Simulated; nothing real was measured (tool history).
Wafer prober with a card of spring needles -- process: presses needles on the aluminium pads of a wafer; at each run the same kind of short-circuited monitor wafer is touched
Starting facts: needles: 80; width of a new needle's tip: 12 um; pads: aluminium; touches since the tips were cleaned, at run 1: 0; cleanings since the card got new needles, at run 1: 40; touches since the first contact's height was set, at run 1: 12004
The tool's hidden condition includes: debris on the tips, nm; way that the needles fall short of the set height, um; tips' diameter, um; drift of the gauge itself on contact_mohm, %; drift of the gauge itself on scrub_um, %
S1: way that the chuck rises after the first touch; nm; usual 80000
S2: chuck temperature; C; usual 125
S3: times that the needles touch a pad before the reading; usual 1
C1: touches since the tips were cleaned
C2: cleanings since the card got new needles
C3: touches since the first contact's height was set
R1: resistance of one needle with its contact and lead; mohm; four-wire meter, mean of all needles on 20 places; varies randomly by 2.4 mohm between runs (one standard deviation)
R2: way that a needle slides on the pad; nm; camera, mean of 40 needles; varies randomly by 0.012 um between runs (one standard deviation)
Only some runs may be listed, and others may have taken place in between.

run	hour	S1	S2	S3	C1	C2	C3	R1	R2
1	0	80000	125	1	0	40	12004	270	16420
# hour 17.2: tips cleaned on abrasive film
2	17.3	80000	125	1	70	41	19255	283	16410
3	26.9	80000	125	1	4105	41	23290	328	16400
# hour 33.4: tips cleaned on abrasive film
4	38.4	80000	125	1	2128	42	28098	313	16380
5	47.5	80000	125	1	5932	42	31902	345	16370
# hour 49.9: tips cleaned on abrasive film
6	56.6	80000	125	1	2811	43	35688	319	16380
# hour 65.8: tips cleaned on abrasive film
7	71.3	80000	125	1	2301	44	41828	315	16380
# hour 82: tips cleaned on abrasive film
8	87.6	80000	105	1	2365	45	48672	307	16370
9	94.7	80000	105	1	5324	45	51631	342	16380
# hour 98.7: tips cleaned on abrasive film
10	108.9	80000	125	1	4305	46	57587	334	16340
# hour 114.9: tips cleaned on abrasive film
11	125.3	80000	125	1	4401	47	64452	336	16320
# hour 130.9: tips cleaned on abrasive film
12	139.8	80000	125	1	3756	48	70515	332	16320
# hour 147.2: tips cleaned on abrasive film
13	157.2	75000	125	1	4209	49	77780	344	15300
# hour 163.9: tips cleaned on abrasive film
14	172.6	75000	125	1	3634	50	84192	340	15260
# hour 180.6: tips cleaned on abrasive film
# hour 185.6: height of the first contact set anew
15	188.5	80000	27	1	3225	51	1249	309	16460
16	195.7	74000	57	2	6267	51	4291	318	15230
# hour 197.1: tips cleaned on abrasive film
17	207.2	77000	57	1	4264	52	9078	330	15820
# hour 212.9: tips cleaned on abrasive film
18	221.6	77000	57	1	3674	53	15095	328	15810
# hour 228.7: tips cleaned on abrasive film
19	232.7	77000	57	1	1716	54	19732	298	15790
20	241.7	92000	125	1	5489	54	23505	335	18870
# hour 244.4: tips cleaned on abrasive film
21	251.8	92000	125	1	3115	55	27704	317	18860
# hour 260.5: tips cleaned on abrasive film
22	262.6	92000	125	1	915	56	32229	285	18840
23	271.4	92000	125	1	4616	56	35930	324	18840
# hour 276.3: tips cleaned on abrasive film
24	281.4	89000	36	2	2162	57	40075	268	18220
# hour 292: tips cleaned on abrasive film
25	294.2	92000	51	2	919	58	45409	267	18840
26	303.2	92000	51	2	4725	58	49215	286	18810
# hour 308.3: tips cleaned on abrasive film
27	319.7	80000	125	2	4787	59	56097	316	16320
# hour 324.8: tips cleaned on abrasive film
28	335.6	94000	47	1	4548	60	62773	307	19200
# hour 341.1: tips cleaned on abrasive film
29	344.8	94000	47	1	1563	61	66587	276	19190

Hidden state at the last listed run before each entry between runs and at the first one after, where it differs:
After run 1, before run 2: tips cleaned on abrasive film (hour 17.2)
  debris on the tips, nm: 6.3 -> 19.3; way that the needles fall short of the set height, um: 0.14 -> 0.24; tips' diameter, um: 13 -> 13.03
  what was measured, less what the result would be without the hidden state, R1: +3 -> +11 mohm; R2: -30 -> -50 nm
After run 3, before run 4: tips cleaned on abrasive film (hour 33.4)
  debris on the tips, nm: 119.8 -> 75.6; way that the needles fall short of the set height, um: 0.24 -> 0.32; tips' diameter, um: 13.03 -> 13.06
  what was measured, less what the result would be without the hidden state, R1: +63 -> +40 mohm; R2: -50 -> -70 nm
After run 5, before run 6: tips cleaned on abrasive film (hour 49.9)
  debris on the tips, nm: 138.1 -> 94.9; way that the needles fall short of the set height, um: 0.32 -> 0.37; tips' diameter, um: 13.06 -> 13.08
  what was measured, less what the result would be without the hidden state, R1: +74 -> +51 mohm; R2: -60 -> -80 nm
After run 6, before run 7: tips cleaned on abrasive film (hour 65.8)
  debris on the tips, nm: 94.9 -> 79.6; way that the needles fall short of the set height, um: 0.37 -> 0.43; tips' diameter, um: 13.08 -> 13.1
  what was measured, less what the result would be without the hidden state, R1: +51 -> +43 mohm; R2: -80 -> -90 nm
After run 7, before run 8: tips cleaned on abrasive film (hour 82)
  debris on the tips, nm: 79.6 -> 79; way that the needles fall short of the set height, um: 0.43 -> 0.48; tips' diameter, um: 13.1 -> 13.12
  what was measured, less what the result would be without the hidden state, R1: +43 -> +45 mohm; R2: -90 -> -90 nm
After run 9, before run 10: tips cleaned on abrasive film (hour 98.7)
  debris on the tips, nm: 129.5 -> 117.8; way that the needles fall short of the set height, um: 0.48 -> 0.54; tips' diameter, um: 13.12 -> 13.14
  what was measured, less what the result would be without the hidden state, R1: +74 -> +63 mohm; R2: -100 -> -110 nm
After run 10, before run 11: tips cleaned on abrasive film (hour 114.9)
  debris on the tips, nm: 117.8 -> 118.1; way that the needles fall short of the set height, um: 0.54 -> 0.59; tips' diameter, um: 13.14 -> 13.16
  what was measured, less what the result would be without the hidden state, R1: +63 -> +65 mohm; R2: -110 -> -130 nm
After run 11, before run 12: tips cleaned on abrasive film (hour 130.9)
  debris on the tips, nm: 118.1 -> 115.5; way that the needles fall short of the set height, um: 0.59 -> 0.66; tips' diameter, um: 13.16 -> 13.18
  what was measured, less what the result would be without the hidden state, R1: +65 -> +63 mohm; R2: -130 -> -130 nm
After run 12, before run 13: tips cleaned on abrasive film (hour 147.2)
  debris on the tips, nm: 115.5 -> 118.4; way that the needles fall short of the set height, um: 0.66 -> 0.72; tips' diameter, um: 13.18 -> 13.2
  what was measured, less what the result would be without the hidden state, R1: +63 -> +73 mohm; R2: -130 -> -150 nm
After run 13, before run 14: tips cleaned on abrasive film (hour 163.9)
  debris on the tips, nm: 118.4 -> 113.8; way that the needles fall short of the set height, um: 0.72 -> 0.78; tips' diameter, um: 13.2 -> 13.22
  what was measured, less what the result would be without the hidden state, R1: +73 -> +70 mohm; R2: -150 -> -160 nm
After run 14, before run 15: tips cleaned on abrasive film (hour 180.6); height of the first contact set anew (hour 185.6)
  debris on the tips, nm: 113.8 -> 101.1; way that the needles fall short of the set height, um: 0.78 -> 0; tips' diameter, um: 13.22 -> 13.25
  what was measured, less what the result would be without the hidden state, R1: +70 -> +65 mohm; R2: -160 -> +0 nm
After run 16, before run 17: tips cleaned on abrasive film (hour 197.1)
  debris on the tips, nm: 142.8 -> 115.6; way that the needles fall short of the set height, um: 0 -> 0.07; tips' diameter, um: 13.25 -> 13.27
  what was measured, less what the result would be without the hidden state, R1: +62 -> +76 mohm; R2: +0 -> -10 nm
After run 17, before run 18: tips cleaned on abrasive film (hour 212.9)
  debris on the tips, nm: 115.6 -> 106.6; way that the needles fall short of the set height, um: 0.07 -> 0.12; tips' diameter, um: 13.27 -> 13.29
  what was measured, less what the result would be without the hidden state, R1: +76 -> +71 mohm; R2: -10 -> -30 nm
After run 18, before run 19: tips cleaned on abrasive film (hour 228.7)
  debris on the tips, nm: 106.6 -> 71.5; way that the needles fall short of the set height, um: 0.12 -> 0.19; tips' diameter, um: 13.29 -> 13.32
  what was measured, less what the result would be without the hidden state, R1: +71 -> +47 mohm; R2: -30 -> -40 nm
After run 20, before run 21: tips cleaned on abrasive film (hour 244.4)
  debris on the tips, nm: 138.2 -> 100; way that the needles fall short of the set height, um: 0.19 -> 0.28; tips' diameter, um: 13.32 -> 13.35
  what was measured, less what the result would be without the hidden state, R1: +62 -> +44 mohm; R2: -40 -> -50 nm
After run 21, before run 22: tips cleaned on abrasive film (hour 260.5)
  debris on the tips, nm: 100 -> 40.1; way that the needles fall short of the set height, um: 0.28 -> 0.37; tips' diameter, um: 13.35 -> 13.38
  what was measured, less what the result would be without the hidden state, R1: +44 -> +16 mohm; R2: -50 -> -70 nm
After run 23, before run 24: tips cleaned on abrasive film (hour 276.3)
  debris on the tips, nm: 122.6 -> 76.3; way that the needles fall short of the set height, um: 0.37 -> 0.43; tips' diameter, um: 13.38 -> 13.4
  what was measured, less what the result would be without the hidden state, R1: +53 -> +25 mohm; R2: -80 -> -90 nm
After run 24, before run 25: tips cleaned on abrasive film (hour 292)
  debris on the tips, nm: 76.3 -> 50.5; way that the needles fall short of the set height, um: 0.43 -> 0.49; tips' diameter, um: 13.4 -> 13.42
  what was measured, less what the result would be without the hidden state, R1: +25 -> +15 mohm; R2: -90 -> -100 nm
After run 26, before run 27: tips cleaned on abrasive film (hour 308.3)
  debris on the tips, nm: 125 -> 126; way that the needles fall short of the set height, um: 0.49 -> 0.58; tips' diameter, um: 13.42 -> 13.45
  what was measured, less what the result would be without the hidden state, R1: +38 -> +43 mohm; R2: -100 -> -120 nm
After run 27, before run 28: tips cleaned on abrasive film (hour 324.8)
  debris on the tips, nm: 126 -> 121.1; way that the needles fall short of the set height, um: 0.58 -> 0.64; tips' diameter, um: 13.45 -> 13.47
  what was measured, less what the result would be without the hidden state, R1: +43 -> +60 mohm; R2: -120 -> -130 nm
After run 28, before run 29: tips cleaned on abrasive film (hour 341.1)
  debris on the tips, nm: 121.1 -> 58.3; way that the needles fall short of the set height, um: 0.64 -> 0.7; tips' diameter, um: 13.47 -> 13.49
  what was measured, less what the result would be without the hidden state, R1: +60 -> +29 mohm; R2: -130 -> -150 nm
